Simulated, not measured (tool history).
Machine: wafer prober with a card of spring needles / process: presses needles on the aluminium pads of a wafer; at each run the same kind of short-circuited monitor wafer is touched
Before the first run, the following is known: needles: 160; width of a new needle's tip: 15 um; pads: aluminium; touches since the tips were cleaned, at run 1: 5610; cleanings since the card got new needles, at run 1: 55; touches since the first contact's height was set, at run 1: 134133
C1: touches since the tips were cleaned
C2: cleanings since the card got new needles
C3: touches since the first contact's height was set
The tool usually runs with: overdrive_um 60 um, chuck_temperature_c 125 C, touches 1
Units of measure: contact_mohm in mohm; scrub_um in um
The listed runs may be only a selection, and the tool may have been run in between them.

Run 1, day 0: usual settings; C1 5610; C2 55; C3 134133. Result: contact_mohm 248 mohm, scrub_um 14.48 um.
At day 0.321: tips cleaned on abrasive film.
Run 2, day 0.688: usual settings; C1 3721; C2 56; C3 141062. Result: contact_mohm 243 mohm, scrub_um 14.4 um.
At day 1.196: tips cleaned on abrasive film.
At day 2.012: tips cleaned on abrasive film.
Run 3, day 2.033: usual settings; C1 222; C2 58; C3 154632. Result: contact_mohm 223 mohm, scrub_um 14.42 um.
Run 4, day 2.704: usual settings; C1 7009; C2 58; C3 161419. Result: contact_mohm 252 mohm, scrub_um 14.4 um.
At day 2.825: tips cleaned on abrasive film.
At day 3.667: tips cleaned on abrasive film.
Run 5, day 4.075: usual settings; C1 4156; C2 60; C3 175244. Result: contact_mohm 242 mohm, scrub_um 14.37 um.
At day 4.488: tips cleaned on abrasive film.
At day 5.204: height of the first contact set anew.
Run 6, day 5.204: usual settings; C1 7139; C2 61; C3 0. Result: contact_mohm 251 mohm, scrub_um 14.66 um.
At day 5.358: tips cleaned on abrasive film.
At day 6.246: tips cleaned on abrasive film.
Run 7, day 6.446: usual settings; C1 2011; C2 63; C3 12509. Result: contact_mohm 232 mohm, scrub_um 14.73 um.
At day 7.071: tips cleaned on abrasive film.
Run 8, day 7.638: usual settings; C1 5760; C2 64; C3 24581. Result: contact_mohm 248 mohm, scrub_um 14.64 um.
At day 7.904: tips cleaned on abrasive film.
Run 9, day 8.538: usual settings but touches 2; C1 6460; C2 65; C3 33669. Result: contact_mohm 240 mohm, scrub_um 14.62 um.
At day 8.792: tips cleaned on abrasive film.
Run 10, day 9.508: usual settings but overdrive_um 41 um, touches 2; C1 7265; C2 66; C3 43453. Result: contact_mohm 267 mohm, scrub_um 10 um.
At day 9.662: tips cleaned on abrasive film.
At day 10.479: tips cleaned on abrasive film.
Run 11, day 10.538: usual settings; C1 574; C2 68; C3 53806. Result: contact_mohm 225 mohm, scrub_um 14.58 um.
At day 11.283: tips cleaned on abrasive film.
Run 12, day 11.479: usual settings; C1 1967; C2 69; C3 63310. Result: contact_mohm 236 mohm, scrub_um 14.59 um.
At day 12.108: tips cleaned on abrasive film.
Run 13, day 12.792: usual settings; C1 6920; C2 70; C3 76574. Result: contact_mohm 249 mohm, scrub_um 14.57 um.
At day 12.908: tips cleaned on abrasive film.
At day 13.729: tips cleaned on abrasive film.
Run 14, day 14.188: usual settings; C1 4662; C2 72; C3 90660. Result: contact_mohm 246 mohm, scrub_um 14.45 um.
At day 14.621: tips cleaned on abrasive film.
Run 15, day 15.379: usual settings; C1 7702; C2 73; C3 102712. Result: contact_mohm 252 mohm, scrub_um 14.46 um.
At day 15.471: tips cleaned on abrasive film.
At day 16.329: tips cleaned on abrasive film.
Run 16, day 16.392: usual settings; C1 669; C2 75; C3 112906. Result: contact_mohm 227 mohm, scrub_um 14.42 um.
At day 17.183: tips cleaned on abrasive film.
Run 17, day 17.346: usual settings but overdrive_um 75 um, chuck_temperature_c 95 C, touches 2; C1 1666; C2 76; C3 122534. Result: contact_mohm 214 mohm, scrub_um 18.15 um.
At day 18.029: tips cleaned on abrasive film.
Run 18, day 18.096: usual settings but overdrive_um 75 um, chuck_temperature_c 83 C, touches 3; C1 669; C2 77; C3 130066. Result: contact_mohm 208 mohm, scrub_um 18.04 um.
At day 18.867: tips cleaned on abrasive film.
Run 19, day 19.154: usual settings but overdrive_um 43 um, chuck_temperature_c 49 C; C1 2909; C2 78; C3 140768. Result: contact_mohm 245 mohm, scrub_um 10.18 um.
At day 19.708: tips cleaned on abrasive film.
Run 20, day 19.838: usual settings but overdrive_um 46 um, chuck_temperature_c 71 C; C1 1311; C2 79; C3 147662. Result: contact_mohm 229 mohm, scrub_um 11 um.
At day 20.542: tips cleaned on abrasive film.
Run 21, day 20.542: usual settings but overdrive_um 73 um, touches 2; C1 0; C2 80; C3 154762. Result: contact_mohm 219 mohm, scrub_um 17.45 um.
At day 21.396: tips cleaned on abrasive film.
Run 22, day 21.838: usual settings but overdrive_um 73 um, touches 3; C1 4486; C2 81; C3 167882. Result: contact_mohm 223 mohm, scrub_um 17.5 um.
At day 22.279: tips cleaned on abrasive film.
At day 23.108: tips cleaned on abrasive film.
Run 23, day 23.142: usual settings but overdrive_um 73 um, chuck_temperature_c 114 C, touches 3; C1 345; C2 83; C3 181005. Result: contact_mohm 216 mohm, scrub_um 17.26 um.
At day 23.696: height of the first contact set anew.
At day 23.933: tips cleaned on abrasive film.
Run 24, day 23.933: usual settings but overdrive_um 79 um, chuck_temperature_c 114 C, touches 2; C1 0; C2 84; C3 2370. Result: contact_mohm 213 mohm, scrub_um 19.45 um.
At day 24.742: tips cleaned on abrasive film.
Run 25, day 24.833: usual settings but touches 3; C1 922; C2 85; C3 11445. Result: contact_mohm 220 mohm, scrub_um 14.68 um.
Run 26, day 25.454: usual settings but touches 3; C1 7248; C2 85; C3 17771. Result: contact_mohm 227 mohm, scrub_um 14.64 um.
At day 25.571: tips cleaned on abrasive film.
At day 26.421: tips cleaned on abrasive film.
Run 27, day 26.85: usual settings but overdrive_um 51 um, chuck_temperature_c 40 C, touches 2; C1 4352; C2 87; C3 31823. Result: contact_mohm 227 mohm, scrub_um 12.55 um.
At day 27.267: tips cleaned on abrasive film.
Run 28, day 27.583: usual settings but overdrive_um 42 um, chuck_temperature_c 58 C, touches 2; C1 3218; C2 88; C3 39216. Result: contact_mohm 239 mohm, scrub_um 10.11 um.
At day 28.067: tips cleaned on abrasive film.
Run 29, day 28.271: usual settings but overdrive_um 42 um, chuck_temperature_c 65 C; C1 2054; C2 89; C3 46151. Result: contact_mohm 243 mohm, scrub_um 10.2 um.
At day 28.879: tips cleaned on abrasive film.
Run 30, day 28.912: usual settings but overdrive_um 42 um, chuck_temperature_c 65 C; C1 338; C2 90; C3 52624. Result: contact_mohm 225 mohm, scrub_um 10.09 um.
At day 29.729: tips cleaned on abrasive film.
Run 31, day 30.108: usual settings but overdrive_um 67 um, chuck_temperature_c 61 C; C1 3844; C2 91; C3 64713. Result: contact_mohm 229 mohm, scrub_um 16.28 um.
At day 30.554: tips cleaned on abrasive film.
Run 32, day 30.833: usual settings but overdrive_um 61 um, chuck_temperature_c 34 C, touches 2; C1 2809; C2 92; C3 71991. Result: contact_mohm 211 mohm, scrub_um 14.78 um.

Results per run with the tool's hidden condition removed, run-to-run variation unchanged:
What the log doesn't record here: debris on the tips, nm; way that the needles fall short of the set height, um; tips' diameter, um; drift of the gauge itself on contact_mohm, %; drift of the gauge itself on scrub_um, %.
run  contact_mohm  scrub_um
  1           219     14.82
  2           218     14.77
  3           216     14.83
  4           218      14.8
  5           216     14.82
  6           219     14.66
  7           216     14.78
  8           217     14.71
  9           221     14.72
 10           226     10.12
 11           217     14.74
 12           218     14.78
 13           215     14.78
 14           218      14.7
 15           216     14.73
 16           216     14.74
 17           206      18.5
 18           204     18.41
 19           204     10.57
 20           205     11.42
 21           216      17.9
 22           214     17.96
 23           212     17.78
 24           211     19.46
 25           215     14.73
 26           214     14.69
 27           200     12.64
 28           209     10.23
 29           207     10.34
 30           211     10.26
 31           203     16.47
 32           195        15
